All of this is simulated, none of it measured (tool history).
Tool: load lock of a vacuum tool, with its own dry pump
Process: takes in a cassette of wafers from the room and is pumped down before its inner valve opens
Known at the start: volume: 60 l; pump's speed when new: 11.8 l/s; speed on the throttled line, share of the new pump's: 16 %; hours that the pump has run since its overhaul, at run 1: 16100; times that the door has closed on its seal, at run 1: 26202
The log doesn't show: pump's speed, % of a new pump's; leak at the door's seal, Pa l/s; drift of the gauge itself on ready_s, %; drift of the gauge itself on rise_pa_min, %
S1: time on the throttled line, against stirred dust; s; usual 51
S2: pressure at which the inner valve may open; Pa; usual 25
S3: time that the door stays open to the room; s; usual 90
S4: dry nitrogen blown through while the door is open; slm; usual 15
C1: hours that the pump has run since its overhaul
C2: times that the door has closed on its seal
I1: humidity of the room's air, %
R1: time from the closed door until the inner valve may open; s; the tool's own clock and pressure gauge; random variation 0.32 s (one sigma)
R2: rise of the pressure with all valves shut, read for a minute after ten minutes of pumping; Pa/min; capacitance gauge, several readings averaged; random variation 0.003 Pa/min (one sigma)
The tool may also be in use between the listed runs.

{"run": 1, "hour": 0.0, "S1": 51, "S2": 25, "S3": 90, "S4": 15, "C1": 16100, "C2": 26202, "I1": 47.7, "R1": 91.3, "R2": 0.26}
{"run": 2, "hour": 332.4, "S1": 51, "S2": 25, "S3": 90, "S4": 8, "C1": 16433, "C2": 26791, "I1": 42.7, "R1": 90.5, "R2": 0.271}
{"run": 3, "hour": 693.2, "S1": 51, "S2": 25, "S3": 90, "S4": 8, "C1": 16793, "C2": 27432, "I1": 43.4, "R1": 91.1, "R2": 0.292}
{"run": 4, "hour": 1038.0, "S1": 76, "S2": 25, "S3": 90, "S4": 15, "C1": 17138, "C2": 28043, "I1": 45.7, "R1": 112.3, "R2": 0.286}
{"run": 5, "hour": 1414.3, "S1": 76, "S2": 25, "S3": 90, "S4": 15, "C1": 17515, "C2": 28711, "I1": 45.0, "R1": 110.9, "R2": 0.307}
{"run": 6, "hour": 1795.8, "S1": 76, "S2": 25, "S3": 90, "S4": 15, "C1": 17896, "C2": 29388, "I1": 44.0, "R1": 111.6, "R2": 0.316}
{"run": 7, "hour": 2087.5, "S1": 51, "S2": 25, "S3": 90, "S4": 15, "C1": 18188, "C2": 29905, "I1": 42.0, "R1": 91.2, "R2": 0.328}
{"run": 8, "hour": 2308.3, "S1": 51, "S2": 25, "S3": 90, "S4": 15, "C1": 18409, "C2": 30297, "I1": 46.9, "R1": 91.5, "R2": 0.327}
{"hour": 2605.0, "done": "dry pump taken out, an overhauled one fitted"}
{"run": 9, "hour": 2652.0, "S1": 51, "S2": 25, "S3": 90, "S4": 15, "C1": 47, "C2": 30897, "I1": 45.7, "R1": 85.1, "R2": 0.351}
{"run": 10, "hour": 2941.3, "S1": 51, "S2": 25, "S3": 90, "S4": 15, "C1": 336, "C2": 31410, "I1": 47.5, "R1": 86.0, "R2": 0.351}
{"run": 11, "hour": 3196.6, "S1": 51, "S2": 25, "S3": 90, "S4": 15, "C1": 592, "C2": 31863, "I1": 44.4, "R1": 85.6, "R2": 0.363}
{"run": 12, "hour": 3634.5, "S1": 51, "S2": 31, "S3": 90, "S4": 15, "C1": 1029, "C2": 32640, "I1": 40.8, "R1": 84.5, "R2": 0.365}
{"run": 13, "hour": 4056.5, "S1": 51, "S2": 31, "S3": 90, "S4": 15, "C1": 1451, "C2": 33389, "I1": 42.9, "R1": 84.5, "R2": 0.4}
{"run": 14, "hour": 4389.9, "S1": 51, "S2": 31, "S3": 90, "S4": 15, "C1": 1785, "C2": 33980, "I1": 46.7, "R1": 84.6, "R2": 0.403}
{"run": 15, "hour": 4575.7, "S1": 51, "S2": 31, "S3": 90, "S4": 15, "C1": 1971, "C2": 34310, "I1": 46.6, "R1": 85.2, "R2": 0.404}
{"run": 16, "hour": 4918.1, "S1": 51, "S2": 25, "S3": 90, "S4": 15, "C1": 2313, "C2": 34917, "I1": 44.3, "R1": 86.2, "R2": 0.413}
{"run": 17, "hour": 5212.9, "S1": 51, "S2": 25, "S3": 90, "S4": 15, "C1": 2608, "C2": 35440, "I1": 43.8, "R1": 86.1, "R2": 0.418}
{"run": 18, "hour": 5394.2, "S1": 51, "S2": 25, "S3": 90, "S4": 15, "C1": 2789, "C2": 35762, "I1": 44.3, "R1": 86.1, "R2": 0.437}
{"run": 19, "hour": 5737.5, "S1": 94, "S2": 37, "S3": 175, "S4": 9, "C1": 3132, "C2": 36371, "I1": 42.1, "R1": 120.1, "R2": 0.46}
{"run": 20, "hour": 6013.4, "S1": 94, "S2": 37, "S3": 175, "S4": 9, "C1": 3408, "C2": 36861, "I1": 48.4, "R1": 120.7, "R2": 0.495}
{"run": 21, "hour": 6199.7, "S1": 98, "S2": 27, "S3": 44, "S4": 11, "C1": 3595, "C2": 37191, "I1": 45.0, "R1": 125.5, "R2": 0.451}
{"run": 22, "hour": 6584.8, "S1": 61, "S2": 28, "S3": 38, "S4": 12, "C1": 3980, "C2": 37875, "I1": 47.3, "R1": 94.7, "R2": 0.471}
{"run": 23, "hour": 6901.0, "S1": 61, "S2": 28, "S3": 38, "S4": 12, "C1": 4296, "C2": 38436, "I1": 43.4, "R1": 94.8, "R2": 0.491}
{"run": 24, "hour": 7113.1, "S1": 61, "S2": 28, "S3": 38, "S4": 12, "C1": 4508, "C2": 38812, "I1": 42.3, "R1": 94.1, "R2": 0.501}
{"run": 25, "hour": 7353.0, "S1": 51, "S2": 21, "S3": 90, "S4": 4, "C1": 4748, "C2": 39238, "I1": 43.9, "R1": 87.9, "R2": 0.529}
{"run": 26, "hour": 7609.8, "S1": 60, "S2": 50, "S3": 71, "S4": 16, "C1": 5005, "C2": 39693, "I1": 44.7, "R1": 91.1, "R2": 0.508}
{"run": 27, "hour": 7934.5, "S1": 54, "S2": 19, "S3": 90, "S4": 15, "C1": 5329, "C2": 40269, "I1": 40.9, "R1": 91.0, "R2": 0.527}
{"run": 28, "hour": 8218.7, "S1": 45, "S2": 25, "S3": 90, "S4": 25, "C1": 5614, "C2": 40774, "I1": 44.2, "R1": 81.9, "R2": 0.532}
{"run": 29, "hour": 8647.2, "S1": 45, "S2": 25, "S3": 90, "S4": 25, "C1": 6042, "C2": 41534, "I1": 43.0, "R1": 82.8, "R2": 0.555}
{"run": 30, "hour": 8943.5, "S1": 52, "S2": 22, "S3": 90, "S4": 15, "C1": 6338, "C2": 42060, "I1": 45.1, "R1": 89.4, "R2": 0.563}
{"run": 31, "hour": 9204.8, "S1": 52, "S2": 22, "S3": 90, "S4": 15, "C1": 6600, "C2": 42523, "I1": 43.7, "R1": 88.7, "R2": 0.575}
{"run": 32, "hour": 9454.8, "S1": 52, "S2": 22, "S3": 26, "S4": 21, "C1": 6850, "C2": 42967, "I1": 42.6, "R1": 89.0, "R2": 0.579}
{"hour": 9517.2, "done": "door's seal changed, seat wiped"}
{"run": 33, "hour": 9901.6, "S1": 51, "S2": 25, "S3": 30, "S4": 15, "C1": 7295, "C2": 682, "I1": 41.4, "R1": 87.4, "R2": 0.014}
{"run": 34, "hour": 10221.7, "S1": 51, "S2": 25, "S3": 67, "S4": 5, "C1": 7615, "C2": 1250, "I1": 43.7, "R1": 88.0, "R2": 0.035}
{"run": 35, "hour": 10539.9, "S1": 51, "S2": 49, "S3": 90, "S4": 8, "C1": 7933, "C2": 1815, "I1": 42.3, "R1": 83.9, "R2": 0.032}
{"run": 36, "hour": 10942.8, "S1": 51, "S2": 49, "S3": 90, "S4": 20, "C1": 8336, "C2": 2530, "I1": 42.9, "R1": 84.6, "R2": 0.037}

5 ways to go on from here, each from the tool as it stands after run 36. What would each give?
{"run": "A", "hour": 11143.7, "S1": 45, "S2": 49, "S3": 26, "S4": 9, "C1": 8537, "C2": 2886, "I1": 44.0, "R1": "?", "R2": "?"}
{"run": "B", "hour": 11143.7, "S1": 41, "S2": 25, "S3": 90, "S4": 15, "C1": 8537, "C2": 2886, "I1": 49.2, "R1": "?", "R2": "?"}
{"run": "C", "hour": 11143.7, "S1": 33, "S2": 29, "S3": 64, "S4": 20, "C1": 8537, "C2": 2886, "I1": 44.0, "R1": "?", "R2": "?"}
{"run": "D", "hour": 11143.7, "S1": 67, "S2": 25, "S3": 141, "S4": 16, "C1": 8537, "C2": 2886, "I1": 47.6, "R1": "?", "R2": "?"}
{"run": "E", "hour": 11143.7, "S1": 51, "S2": 35, "S3": 90, "S4": 23, "C1": 8537, "C2": 2886, "I1": 47.2, "R1": "?", "R2": "?"}

run=A R1=79.6 R2=0.024
run=B R1=79.5 R2=0.042
run=C R1=72.2 R2=0.026
run=D R1=101.3 R2=0.041
run=E R1=86.5 R2=0.026
Without the tool's hidden state the same runs would have given:
run=A R1=76.8 R2=0.010
run=B R1=76.5 R2=0.028
run=C R1=69.0 R2=0.012
run=D R1=98.6 R2=0.026
run=E R1=83.7 R2=0.012
